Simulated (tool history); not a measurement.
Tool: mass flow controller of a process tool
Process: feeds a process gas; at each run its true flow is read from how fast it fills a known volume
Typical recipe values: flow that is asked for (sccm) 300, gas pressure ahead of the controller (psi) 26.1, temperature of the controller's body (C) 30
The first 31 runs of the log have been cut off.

run	hour	flow that is asked for (sccm)	gas pressure ahead of the controller (psi)	temperature of the controller's body (C)	true flow (%)
32	2575.7	300	26.1	21	96.26
33	2639.0	346	39.5	28	95.65
34	2701.3	346	39.5	28	95.78
35	2769.0	346	39.5	28	95.80
# hour 2790.2: controller's zero set anew, once more
36	2821.6	702	25.2	24	100.26
37	2880.6	390	39.2	36	97.69
38	2978.6	300	32.2	30	98.06
39	3058.4	234	30.3	25	98.38
40	3131.2	130	26.1	26	97.88
41	3236.2	130	37.7	31	96.86
42	3301.7	300	20.6	25	99.04
43	3407.0	300	20.6	25	98.90
44	3521.1	300	20.6	25	98.79
45	3606.0	300	20.6	25	98.76
46	3698.7	791	23.9	37	99.51
47	3747.2	300	27.1	30	98.12

Below are 5 alternative next runs, each starting from the tool's condition after run 47. Predict each:
A	3836.6	106	32.8	33	?
B	3836.6	136	27.1	30	?
C	3836.6	507	27.3	40	?
D	3836.6	300	23.9	25	?
E	3836.6	128	26.8	32	?

run	true flow (%)
A	96.44
B	97.30
C	98.05
D	98.74
E	96.83
Stripped of hidden state, with their random variation kept, the same runs would have yielded:
run	true flow (%)
A	96.07
B	96.71
C	96.89
D	97.72
E	96.29
